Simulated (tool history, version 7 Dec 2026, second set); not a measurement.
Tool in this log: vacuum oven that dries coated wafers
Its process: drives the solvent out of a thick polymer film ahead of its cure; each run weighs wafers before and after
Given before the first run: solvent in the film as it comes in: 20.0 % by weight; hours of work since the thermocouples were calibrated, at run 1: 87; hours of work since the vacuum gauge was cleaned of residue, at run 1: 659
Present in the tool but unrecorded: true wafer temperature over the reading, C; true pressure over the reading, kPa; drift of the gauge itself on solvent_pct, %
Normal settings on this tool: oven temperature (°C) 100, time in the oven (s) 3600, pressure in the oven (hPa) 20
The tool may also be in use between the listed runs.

run,hour,oven temperature (°C),time in the oven (s),pressure in the oven (hPa),hours of work since the thermocouples were calibrated,hours of work since the vacuum gauge was cleaned of residue,solvent left in the film (%)
1,0,100,3600,20,87,659,1.58
2,64.9,97,3600,20,138,710,2.08
3,116.4,97,3600,20,178,750,2.17
4,189.5,100,2340,20,235,807,3.18
5,272.9,100,2340,20,300,872,3.19
6,377.9,100,2280,20,382,954,3.32
7,438.6,100,2280,20,430,1002,3.33
8,538.9,100,2280,18.8,508,1080,3.27
9,603.3,100,2280,73,559,1130,5.18
10,680,100,3600,10.2,618,1190,1.48
11,778.4,100,3600,10.2,695,1267,1.43
12,873.9,88,3600,20,770,1342,4.76
13,929.5,88,3600,20,813,1385,4.93
14,983,88,3600,20,855,1427,4.89
15,1066.4,100,3600,37.8,920,1492,2.53
16,1169.5,100,3600,37.8,1001,1573,2.64
17,1266.8,100,3600,13.3,1077,1649,1.6
18,1343,100,3600,13.3,1136,1708,1.71
19,1462.3,100,3600,13.3,1230,1802,1.79
20,1557.1,100,3600,13.3,1304,1876,1.71
21,1620,100,3600,13.3,1353,1925,1.79
22,1705.1,100,1920,20,1419,1991,4.58
# hour 1756.1: oven's thermocouples calibrated
23,1798.5,100,3600,20,33,2063,1.74
24,1868.8,100,3600,20,88,2117,1.88
25,1978.3,100,3600,10.8,174,2203,1.55
26,2095.3,106,3480,49,265,2294,2.07
27,2202.3,97,3480,24,349,2378,2.76
28,2256.7,100,5100,18.5,391,2420,1.26
29,2345.6,95,3600,15.4,460,2490,2.7
30,2443.4,95,3600,15.4,537,2566,2.95
31,2525.9,102,3600,32.6,601,2631,2.13
32,2626.1,104,3600,12.3,680,2709,1.23
# hour 2644.7: vacuum gauge cleaned of residue and calibrated
33,2703.8,86,3600,16.2,739,46,5.2
34,2756.1,113,3600,29.6,780,87,0.72
35,2817.6,103,3540,17.2,828,135,1.26
36,2868.4,100,4620,57.6,868,175,2.75
37,2939.3,91,4980,50.8,923,230,4.04
38,2990.4,91,4980,50.8,963,270,4.13
39,3081.7,109,3600,19.1,1034,341,0.76
40,3170.1,104,1980,10.8,1103,410,2.85
41,3291.9,104,5520,12.8,1198,506,0.56
42,3405.9,100,1860,19.5,1288,595,4.57
43,3472.1,100,1860,19.5,1339,646,4.74
44,3582.9,95,3600,17,1426,733,2.83
# hour 3626.4: oven's thermocouples calibrated
45,3635.7,90,3600,17,7,773,3.58
46,3740.9,100,3900,71.2,89,855,3.28
47,3829,91,5220,20,158,924,2.37

Branching from run 47: 3 alternative next runs. What would each branch give?
A,3936.7,100,5220,37.6,242,1008,?
B,3936.7,100,3600,18.5,242,1008,?
C,3936.7,102,6120,22,242,1008,?

run,solvent left in the film (%)
A,1.73
B,1.59
C,0.93
The same runs, with their run-to-run variation unchanged, on a tool lacking any hidden condition would have given:
run,solvent left in the film (%)
A,1.58
B,1.43
C,0.8

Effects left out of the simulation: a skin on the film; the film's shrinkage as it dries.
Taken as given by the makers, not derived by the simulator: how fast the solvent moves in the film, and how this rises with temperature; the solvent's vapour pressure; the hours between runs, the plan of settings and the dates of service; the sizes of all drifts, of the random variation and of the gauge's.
